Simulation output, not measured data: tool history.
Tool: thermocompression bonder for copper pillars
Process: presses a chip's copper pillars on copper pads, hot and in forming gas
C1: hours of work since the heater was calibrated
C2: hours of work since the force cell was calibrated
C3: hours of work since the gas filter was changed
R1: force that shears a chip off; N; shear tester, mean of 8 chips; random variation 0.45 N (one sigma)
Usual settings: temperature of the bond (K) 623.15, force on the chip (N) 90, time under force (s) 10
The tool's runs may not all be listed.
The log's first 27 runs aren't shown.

Run 28, day 7.617: usual settings but temperature of the bond (K) 652.15, force on the chip (N) 85, time under force (s) 7; C1 294; C2 197; C3 229. Result: R1 71.7 N.
Run 29, day 7.908: usual settings but temperature of the bond (K) 652.15, force on the chip (N) 85, time under force (s) 7; C1 299; C2 202; C3 234. Result: R1 70.8 N.
Run 30, day 8.221: usual settings but temperature of the bond (K) 652.15, force on the chip (N) 85, time under force (s) 7; C1 304; C2 207; C3 239. Result: R1 70.6 N.
Run 31, day 8.45: usual settings but force on the chip (N) 58; C1 307; C2 211; C3 242. Result: R1 39.5 N.
Run 32, day 8.654: usual settings but time under force (s) 6; C1 310; C2 214; C3 246. Result: R1 51.4 N.
Run 33, day 8.962: usual settings but force on the chip (N) 109, time under force (s) 11; C1 315; C2 219; C3 250. Result: R1 76.4 N.
Run 34, day 9.125: usual settings but temperature of the bond (K) 612.15, force on the chip (N) 109, time under force (s) 9; C1 318; C2 221; C3 253. Result: R1 62 N.
Run 35, day 9.333: usual settings but temperature of the bond (K) 626.15, force on the chip (N) 109; C1 321; C2 224; C3 256. Result: R1 76.5 N.
Run 36, day 9.708: usual settings but temperature of the bond (K) 626.15, force on the chip (N) 109; C1 327; C2 230; C3 262. Result: R1 75.8 N.
Run 37, day 9.883: usual settings but temperature of the bond (K) 630.15, force on the chip (N) 72, time under force (s) 7; C1 330; C2 233; C3 265. Result: R1 47.1 N.
Run 38, day 10.138: usual settings but temperature of the bond (K) 638.15, force on the chip (N) 83; C1 334; C2 237; C3 269. Result: R1 67.6 N.
Run 39, day 10.333: usual settings but temperature of the bond (K) 638.15, force on the chip (N) 83; C1 337; C2 240; C3 272. Result: R1 67.2 N.
Run 40, day 10.65: usual settings but temperature of the bond (K) 638.15, force on the chip (N) 83; C1 342; C2 245; C3 277. Result: R1 67.7 N.

3 ways to go on from here, each from the tool as it stands after run 40. What would each give?
Run A, day 10.908: usual settings but temperature of the bond (K) 620.15, force on the chip (N) 83, time under force (s) 6; C1 346; C2 249; C3 281. Result: R1 ?.
Run B, day 10.908: usual settings but temperature of the bond (K) 599.15, force on the chip (N) 80, time under force (s) 19; C1 346; C2 249; C3 281. Result: R1 ?.
Run C, day 10.908: usual settings but temperature of the bond (K) 638.15, force on the chip (N) 116, time under force (s) 17; C1 346; C2 249; C3 281. Result: R1 ?.

run     R1
  A   44.8
  B   51.6
  C  101.8
Without the tool's hidden state the same runs would have given:
run     R1
  A   45.7
  B   52.7
  C  105.7
